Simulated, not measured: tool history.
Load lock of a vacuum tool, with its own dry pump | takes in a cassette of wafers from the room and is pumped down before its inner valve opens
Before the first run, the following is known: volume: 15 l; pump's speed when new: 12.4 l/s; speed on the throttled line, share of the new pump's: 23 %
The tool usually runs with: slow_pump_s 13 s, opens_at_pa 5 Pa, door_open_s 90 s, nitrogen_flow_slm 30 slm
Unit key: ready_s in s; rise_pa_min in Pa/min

run,day,slow_pump_s,opens_at_pa,door_open_s,nitrogen_flow_slm,"incoming humidity of the room's air, %",ready_s,rise_pa_min
1,0.000,13,5,90,30,47.2,22.14,0.074
2,7.350,13,5,90,30,46.4,22.06,0.076
3,16.050,13,5,90,30,44.5,22.18,0.074
4,20.812,13,5,90,30,44.6,22.15,0.069
5,29.000,13,5,90,30,44.2,22.13,0.072
6,38.129,13,5,90,30,44.6,22.09,0.067
7,42.554,13,5,90,30,45.7,22.07,0.073
8,49.250,13,5,36,30,41.3,22.15,0.043
9,58.104,13,9,90,30,48.5,21.50,0.082
10,63.288,13,5,105,30,44.9,22.10,0.071
11,67.150,13,5,105,30,42.9,22.21,0.074
12,72.842,13,5,162,30,43.3,22.10,0.089
13,79.921,13,5,162,30,44.6,22.17,0.099
14,88.971,13,5,162,30,42.8,22.01,0.091
15,95.812,19,5,162,30,45.1,26.79,0.091
16,102.354,19,5,162,19,44.3,26.62,0.109
17,106.250,13,6,90,30,46.5,21.77,0.077
18,111.600,13,6,90,30,42.5,21.92,0.062
19,117.183,13,6,90,30,45.0,22.01,0.071
20,125.275,19,5,90,30,44.1,26.73,0.073
21,129.246,19,5,90,30,44.3,26.69,0.069
22,133.767,7,5,90,39,45.6,17.52,0.065
23,139.642,25,7,216,21,44.3,30.87,0.122
24,144.088,10,5,126,30,44.4,19.72,0.084
25,149.875,15,8,203,5,39.5,23.01,0.144
26,158.479,8,5,90,40,47.0,18.24,0.067
27,167.896,8,5,111,5,44.1,18.24,0.125
28,177.429,13,4,90,30,44.1,22.38,0.065
29,185.908,13,4,90,30,46.7,22.42,0.075
30,194.283,16,5,146,30,46.2,24.46,0.087
31,201.854,16,5,109,19,43.5,24.33,0.091
32,209.817,8,5,90,8,43.9,18.12,0.104
33,217.483,10,5,70,28,40.8,19.85,0.057
34,221.679,10,5,28,7,46.3,19.81,0.070

Alternative continuations, all from the tool just after run 34; predict every row:
A,228.058,13,5,189,30,46.3,?,?
B,228.058,13,8,224,30,44.2,?,?
C,228.058,8,5,100,7,44.6,?,?
D,228.058,10,8,153,15,48.2,?,?
E,228.058,13,4,87,30,45.3,?,?

run,ready_s,rise_pa_min
A,22.08,0.100
B,21.39,0.103
C,18.29,0.111
D,19.07,0.122
E,22.50,0.076
Stripped of hidden state, with their random variation kept, the same runs would have yielded:
run,ready_s,rise_pa_min
A,22.08,0.100
B,21.39,0.103
C,18.29,0.111
D,19.06,0.122
E,22.50,0.075
